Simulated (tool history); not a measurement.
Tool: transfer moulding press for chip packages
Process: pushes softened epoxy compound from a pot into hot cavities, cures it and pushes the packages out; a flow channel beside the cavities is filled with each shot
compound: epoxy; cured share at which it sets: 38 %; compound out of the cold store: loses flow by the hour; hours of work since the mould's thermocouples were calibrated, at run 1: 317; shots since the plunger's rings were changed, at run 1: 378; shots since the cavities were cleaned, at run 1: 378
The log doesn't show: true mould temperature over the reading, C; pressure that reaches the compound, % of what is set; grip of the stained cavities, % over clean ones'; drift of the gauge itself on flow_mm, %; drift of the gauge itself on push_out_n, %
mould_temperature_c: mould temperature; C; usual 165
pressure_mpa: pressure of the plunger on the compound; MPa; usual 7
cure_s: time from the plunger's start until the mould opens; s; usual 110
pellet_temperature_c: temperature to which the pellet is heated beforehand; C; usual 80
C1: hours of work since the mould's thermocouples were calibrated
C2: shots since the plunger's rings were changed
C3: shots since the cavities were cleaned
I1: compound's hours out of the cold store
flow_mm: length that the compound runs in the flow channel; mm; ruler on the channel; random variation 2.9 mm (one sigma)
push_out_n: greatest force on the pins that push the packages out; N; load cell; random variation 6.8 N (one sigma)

Run 1, hour 0: usual settings; C1 317; C2 378; C3 378; I1 14.3. Result: flow_mm 544 mm, push_out_n 520 N.
At hour 39.3: cavities cleaned with cleaning compound and waxed.
Run 2, hour 72.4: usual settings but cure_s 103 s; C1 355; C2 1066; C3 321; I1 47.4. Result: flow_mm 501 mm, push_out_n 549 N.
Run 3, hour 109.9: usual settings but cure_s 103 s; C1 375; C2 1431; C3 686; I1 39.8. Result: flow_mm 505 mm, push_out_n 657 N.
At hour 115.5: cavities cleaned with cleaning compound and waxed.
At hour 188.7: cavities cleaned with cleaning compound and waxed.
Run 4, hour 188.7: usual settings but cure_s 103 s; C1 416; C2 2167; C3 0; I1 24. Result: flow_mm 515 mm, push_out_n 314 N.
Run 5, hour 247.4: usual settings but pressure_mpa 7.65 MPa, cure_s 103 s; C1 448; C2 2738; C3 571; I1 21.2. Result: flow_mm 531 mm, push_out_n 617 N.
At hour 264.7: cavities cleaned with cleaning compound and waxed.
At hour 287.2: plunger's sealing rings changed.
Run 6, hour 287.2: usual settings but pressure_mpa 7.65 MPa, cure_s 103 s; C1 467; C2 0; C3 194; I1 29.6. Result: flow_mm 557 mm, push_out_n 497 N.
At hour 341: cavities cleaned with cleaning compound and waxed.
Run 7, hour 360.2: usual settings but pressure_mpa 7.65 MPa, cure_s 103 s; C1 506; C2 695; C3 186; I1 17.5. Result: flow_mm 565 mm, push_out_n 489 N.
At hour 415.2: cavities cleaned with cleaning compound and waxed.
Run 8, hour 417: usual settings but mould_temperature_c 161 C; C1 536; C2 1232; C3 17; I1 26.6. Result: flow_mm 530 mm, push_out_n 346 N.
Run 9, hour 453.6: usual settings but mould_temperature_c 161 C; C1 555; C2 1588; C3 373; I1 17.6. Result: flow_mm 538 mm, push_out_n 674 N.
At hour 492.2: cavities cleaned with cleaning compound and waxed.
Run 10, hour 497.8: usual settings but mould_temperature_c 161 C; C1 578; C2 2003; C3 55; I1 30.8. Result: flow_mm 517 mm, push_out_n 425 N.
Run 11, hour 559.5: usual settings; C1 612; C2 2602; C3 654; I1 17.6. Result: flow_mm 510 mm, push_out_n 610 N.
At hour 567.9: cavities cleaned with cleaning compound and waxed.
At hour 613.3: plunger's sealing rings changed.
Run 12, hour 614.6: usual settings; C1 639; C2 13; C3 429; I1 37.1. Result: flow_mm 519 mm, push_out_n 550 N.
At hour 649.8: cavities cleaned with cleaning compound and waxed.
Run 13, hour 675.1: usual settings; C1 671; C2 585; C3 245; I1 41.7. Result: flow_mm 508 mm, push_out_n 471 N.
At hour 722.3: cavities cleaned with cleaning compound and waxed.
Run 14, hour 724.5: usual settings but pellet_temperature_c 70 C; C1 697; C2 1051; C3 22; I1 9. Result: flow_mm 556 mm, push_out_n 322 N.

Forecast run 15:
Run 15, hour 781.2: usual settings but pellet_temperature_c 70 C; C1 727; C2 1602; C3 573; I1 14.6. Result: flow_mm ?, push_out_n ?.

flow_mm: 542 mm
push_out_n: 601 N
Without the tool's hidden state the same run would have given flow_mm 556 mm, push_out_n 280 N.

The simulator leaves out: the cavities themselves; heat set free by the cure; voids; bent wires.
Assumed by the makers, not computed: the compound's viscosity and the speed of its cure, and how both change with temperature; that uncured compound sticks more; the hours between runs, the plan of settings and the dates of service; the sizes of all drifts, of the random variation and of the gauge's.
